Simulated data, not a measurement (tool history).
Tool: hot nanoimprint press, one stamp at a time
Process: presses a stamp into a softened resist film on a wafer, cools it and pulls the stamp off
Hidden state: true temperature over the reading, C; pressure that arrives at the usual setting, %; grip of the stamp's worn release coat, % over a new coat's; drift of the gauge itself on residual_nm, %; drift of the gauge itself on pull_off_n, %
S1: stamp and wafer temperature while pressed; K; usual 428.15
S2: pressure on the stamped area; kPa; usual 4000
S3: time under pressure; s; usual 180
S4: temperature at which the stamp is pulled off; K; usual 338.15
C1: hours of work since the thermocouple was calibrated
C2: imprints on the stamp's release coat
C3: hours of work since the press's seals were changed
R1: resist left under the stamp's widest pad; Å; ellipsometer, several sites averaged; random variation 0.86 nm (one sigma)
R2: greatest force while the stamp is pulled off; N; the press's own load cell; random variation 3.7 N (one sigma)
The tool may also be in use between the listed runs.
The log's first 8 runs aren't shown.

run   hour      S1    S2   S3      S4   C1    C2    C3    R1   R2
  9  425.0  427.15  4000  180  338.15  281  1108   869  1302  209
     444.9  -- stamp cleaned and given a new release coat
 10  482.2  427.15  4000  180  338.15  310   150   898  1287  170
 11  514.4  423.15  4000  180  338.15  329   279   916  1446  178
 12  582.3  428.15  5230  180  338.15  367   551   955  1098  190
 13  654.2  428.15  4000  180  338.15  408   839   996  1266  196
 14  718.7  428.15  4000  180  338.15  444  1097  1032  1254  212
     743.3  -- stamp cleaned and given a new release coat
 15  784.4  428.15  4000  180  338.15  478   165  1066  1259  178
     806.7  -- plate thermocouple calibrated
 16  837.2  436.15  4000  132  338.15   17   364  1094  1167  190

Forecast run 17:
 17  896.9  439.15  4000  180  338.15  51  603  1128   ?   ?

{"run 17": {"R1": 958, "R2": 195}}
Without the tool's hidden state the same run would have given R1 943 Å, R2 175 N.

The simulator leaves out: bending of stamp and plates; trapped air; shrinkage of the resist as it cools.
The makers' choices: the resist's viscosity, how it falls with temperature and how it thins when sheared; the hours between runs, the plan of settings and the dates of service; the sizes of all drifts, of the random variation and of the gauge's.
